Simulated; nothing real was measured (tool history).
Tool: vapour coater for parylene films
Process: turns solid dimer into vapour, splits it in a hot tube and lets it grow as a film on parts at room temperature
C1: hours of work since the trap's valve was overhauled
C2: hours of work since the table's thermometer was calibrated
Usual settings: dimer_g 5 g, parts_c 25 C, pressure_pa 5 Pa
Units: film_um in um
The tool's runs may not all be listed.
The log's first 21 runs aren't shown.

At day 12.329: trap's valve overhauled.
Run 22, day 12.879: usual settings but dimer_g 4 g, parts_c 33 C, pressure_pa 4.23 Pa; C1 10; C2 513. Result: film_um 2.37 um.
Run 23, day 13.279: usual settings but parts_c 29 C, pressure_pa 2.38 Pa; C1 16; C2 520. Result: film_um 3.55 um.
Run 24, day 13.7: usual settings but parts_c 29 C, pressure_pa 2.38 Pa; C1 24; C2 527. Result: film_um 3.53 um.
Run 25, day 14.117: usual settings but parts_c 29 C, pressure_pa 2.38 Pa; C1 31; C2 534. Result: film_um 3.56 um.
At day 14.638: trap's valve overhauled, once more.
Run 26, day 14.638: usual settings but dimer_g 7 g, parts_c 28 C, pressure_pa 9.75 Pa; C1 0; C2 540. Result: film_um 4.29 um.
Run 27, day 15.308: usual settings but dimer_g 7 g, parts_c 28 C, pressure_pa 9.75 Pa; C1 12; C2 552. Result: film_um 4.33 um.
Run 28, day 15.796: usual settings but dimer_g 4 g, parts_c 28 C, pressure_pa 9.75 Pa; C1 20; C2 560. Result: film_um 2.43 um.
Run 29, day 16.3: usual settings but dimer_g 4 g, parts_c 33 C, pressure_pa 9.75 Pa; C1 29; C2 569. Result: film_um 2.17 um.
Run 30, day 16.954: usual settings but dimer_g 8 g, parts_c 30 C; C1 40; C2 580. Result: film_um 5.13 um.
Run 31, day 17.367: usual settings but dimer_g 4 g, parts_c 19 C; C1 47; C2 587. Result: film_um 3.35 um.
Run 32, day 17.808: usual settings but dimer_g 4 g, parts_c 19 C; C1 55; C2 595. Result: film_um 3.35 um.
Run 33, day 18.296: usual settings but dimer_g 6 g, parts_c 26 C, pressure_pa 2.92 Pa; C1 63; C2 603. Result: film_um 4.6 um.
Run 34, day 18.925: usual settings but dimer_g 3 g, parts_c 24 C, pressure_pa 7.34 Pa; C1 74; C2 614. Result: film_um 2.1 um.

Forecast each of these 4 alternatives for the next run:
Run A, day 19.762: usual settings but dimer_g 8 g, parts_c 19 C, pressure_pa 7.34 Pa; C1 88; C2 629. Result: film_um ?.
Run B, day 19.762: usual settings but parts_c 24 C, pressure_pa 7.34 Pa; C1 88; C2 629. Result: film_um ?.
Run C, day 19.762: usual settings but parts_c 30 C; C1 88; C2 629. Result: film_um ?.
Run D, day 19.762: usual settings but pressure_pa 3.07 Pa; C1 88; C2 629. Result: film_um ?.

run  film_um
  A     6.31
  B     3.49
  C     3.23
  D     3.84
Without the tool's hidden state the same runs would have given:
run  film_um
  A     6.32
  B      3.5
  C     3.23
  D     3.85
